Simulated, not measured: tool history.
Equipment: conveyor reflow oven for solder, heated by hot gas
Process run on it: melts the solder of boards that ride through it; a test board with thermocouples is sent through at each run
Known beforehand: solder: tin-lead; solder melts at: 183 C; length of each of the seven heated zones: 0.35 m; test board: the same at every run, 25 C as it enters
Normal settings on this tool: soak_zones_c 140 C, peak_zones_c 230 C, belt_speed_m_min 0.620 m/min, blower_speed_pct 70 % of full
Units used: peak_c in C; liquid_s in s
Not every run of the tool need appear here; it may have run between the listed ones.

run   hour  soak_zones_c  peak_zones_c  belt_speed_m_min  blower_speed_pct  peak_c  liquid_s
  1    0.0           140           230             0.620                70   205.6      39.7
  2    8.3           140           230             0.583                70   207.1      45.4
  3   17.7           142           230             0.620                70   205.8      41.4
  4   30.0           151           230             0.620                70   208.1      46.8
      44.8  -- flux residue cleaned out of gas plates and filters
  5   45.9           151           230             0.620                70   211.9      51.1
  6   60.3           140           230             0.620                73   210.4      45.5
  7   68.9           140           230             0.620                70   209.2      44.4
  8   87.0           140           230             0.620                64   206.0      41.1
  9   95.9           152           230             0.620                70   211.3      51.4
 10  105.2           150           230             0.620                70   210.2      49.8
 11  115.3           150           230             0.620                70   211.4      49.0
 12  130.7           140           230             0.620                70   209.1      43.7
 13  147.7           140           230             0.620                69   208.1      43.6
 14  157.5           140           230             0.620                69   208.2      43.9
 15  172.2           135           230             0.620                70   207.5      42.0
 16  191.1           135           230             0.620                70   207.2      40.4
 17  208.0           140           225             0.653                66   200.4      31.7
 18  225.1           140           225             0.653                66   199.9      33.4
 19  244.6           150           225             0.653                80   207.0      44.9
 20  264.3           136           244             0.620                70   218.8      50.7
 21  276.6           136           244             0.623                70   218.3      50.1
 22  288.7           140           230             0.560                70   210.4      51.1

Run 23 has not been measured yet. What should we expect?
 23  307.7           140           230             0.507                70       ?         ?

peak_c: 214.0 C
liquid_s: 59.5 s
Without the tool's hidden state the same run would have given peak_c 216.4 C, liquid_s 61.3 s.
